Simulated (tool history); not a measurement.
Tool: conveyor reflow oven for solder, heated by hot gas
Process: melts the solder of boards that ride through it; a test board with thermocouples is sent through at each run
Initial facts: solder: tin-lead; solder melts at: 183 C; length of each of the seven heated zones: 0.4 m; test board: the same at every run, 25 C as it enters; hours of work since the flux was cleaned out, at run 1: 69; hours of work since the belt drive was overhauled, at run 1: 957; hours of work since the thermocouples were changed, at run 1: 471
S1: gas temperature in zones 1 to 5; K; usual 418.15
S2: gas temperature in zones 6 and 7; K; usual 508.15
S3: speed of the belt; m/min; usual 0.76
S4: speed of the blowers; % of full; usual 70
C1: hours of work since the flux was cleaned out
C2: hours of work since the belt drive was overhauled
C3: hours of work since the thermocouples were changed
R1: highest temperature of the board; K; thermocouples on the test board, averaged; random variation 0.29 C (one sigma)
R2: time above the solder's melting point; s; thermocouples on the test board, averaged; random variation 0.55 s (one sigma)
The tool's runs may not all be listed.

run   hour      S1      S2     S3  S4   C1    C2   C3      R1    R2
  1      0  418.15  508.15   0.76  70   69   957  471  490.05  50.4
  2   36.4  404.15  508.15   0.76  70   85   973  488  487.55  43.2
  3  103.3  404.15  508.15   0.76  70  115  1003  517  487.35  43.4
  4  144.5  427.15  508.15   0.76  70  134  1021  536  491.45  55.5
     178.8  -- thermocouples of zones 6 and 7 changed
  5  197.9  418.15  508.15   0.76  70  156  1044    8  491.55  50.5
  6  263.6  418.15  508.15   0.76  70  186  1073   38  490.95  50.7
  7  303.2  418.15  523.15   0.76  53  203  1091   55  499.05  55.3
       343  -- flux residue cleaned out of gas plates and filters
  8  362.9  418.15  523.15   0.76  53    9  1115   80  499.05  55.2
  9  423.5  418.15  515.15   0.76  63   36  1142  107  495.05  52.9
 10  482.9  411.15  515.15   0.76  63   62  1168  133  492.85  50.3
 11  515.4  412.15  515.15  0.646  63   77  1183  147  499.35  63.7
 12  550.3  427.15  498.15  0.753  58   92  1198  163  481.85  47.5

Each row is a separate what-if for the run after 12, all from the same tool condition, not one after another. Results?
  A  600.8  416.15  508.15   0.76  71  115  1221  185   ?   ?
  B  600.8  427.15  498.15  0.739  58  115  1221  185   ?   ?
  C  600.8  427.15  499.15  0.679  78  115  1221  185   ?   ?

run      R1    R2
  A  489.95  50.3
  B  482.05    50
  C  488.15  60.1
Without the tool's unlogged condition, the same runs would have read:
run      R1    R2
  A  490.85  49.4
  B  482.65    49
  C  488.85  58.8

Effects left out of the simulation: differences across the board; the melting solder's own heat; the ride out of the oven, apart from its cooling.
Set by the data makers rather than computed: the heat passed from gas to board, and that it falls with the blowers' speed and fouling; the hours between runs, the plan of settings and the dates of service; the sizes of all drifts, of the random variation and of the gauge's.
